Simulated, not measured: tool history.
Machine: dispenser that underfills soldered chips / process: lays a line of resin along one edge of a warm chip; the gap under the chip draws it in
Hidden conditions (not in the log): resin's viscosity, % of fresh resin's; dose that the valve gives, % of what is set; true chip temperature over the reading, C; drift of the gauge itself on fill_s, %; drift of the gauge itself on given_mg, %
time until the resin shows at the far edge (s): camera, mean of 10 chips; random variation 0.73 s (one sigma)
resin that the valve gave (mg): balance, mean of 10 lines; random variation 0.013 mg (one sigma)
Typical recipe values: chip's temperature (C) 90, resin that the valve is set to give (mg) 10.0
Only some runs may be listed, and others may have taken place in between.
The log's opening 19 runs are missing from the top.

run,hour,chip's temperature (C),resin that the valve is set to give (mg),hours of work since the syringe was changed,hours of work since the valve was cleaned,hours of work since the stage was calibrated,time until the resin shows at the far edge (s),resin that the valve gave (mg)
# hour 111.3: new syringe of resin
20,111.8,90,10.8,0,11,133,72.0,10.75
21,117.9,78,11.1,4,15,137,134.7,11.03
# hour 121.2: new syringe of resin
22,122.7,92,12.7,1,18,140,71.1,12.59
23,127.0,92,12.7,4,21,143,84.0,12.55
# hour 131.1: new syringe of resin
24,134.4,92,12.7,2,25,148,72.7,12.52
25,137.8,92,12.7,5,28,150,86.7,12.53
# hour 140.9: new syringe of resin
26,143.1,92,12.7,1,31,154,70.9,12.49
27,147.6,92,12.7,4,34,157,85.5,12.47
# hour 151.0: new syringe of resin
28,151.9,85,10.9,1,37,160,85.0,10.67
29,156.3,78,9.0,4,40,163,135.2,8.81
30,160.1,78,9.0,6,42,165,154.2,8.78
# hour 160.9: new syringe of resin
31,164.1,81,9.2,2,45,168,110.3,8.99
# hour 167.4: dispensing valve cleaned and set on the balance
32,170.2,77,9.3,6,2,171,159.5,9.27
# hour 171.9: new syringe of resin
33,176.2,77,9.3,3,6,175,130.9,9.26
34,179.5,92,10.5,5,8,177,91.3,10.45

4 options for the next run, each taken on its own from the tool as it stands now. Forecast them:
# hour 182.0: new syringe of resin
A,187.3,99,11.0,4,13,182,?,?
# hour 182.0: new syringe of resin
B,187.3,89,8.7,4,13,182,?,?
# hour 182.0: new syringe of resin
C,187.3,97,10.5,4,13,182,?,?
# hour 182.0: new syringe of resin
D,187.3,90,10.1,4,13,182,?,?

run,time until the resin shows at the far edge (s),resin that the valve gave (mg)
A,65.2,10.89
B,93.6,8.64
C,69.7,10.40
D,90.0,10.02
Had the tool no hidden state, the same runs would have come out as:
run,time until the resin shows at the far edge (s),resin that the valve gave (mg)
A,49.5,10.98
B,70.5,8.71
C,52.7,10.48
D,68.1,10.10

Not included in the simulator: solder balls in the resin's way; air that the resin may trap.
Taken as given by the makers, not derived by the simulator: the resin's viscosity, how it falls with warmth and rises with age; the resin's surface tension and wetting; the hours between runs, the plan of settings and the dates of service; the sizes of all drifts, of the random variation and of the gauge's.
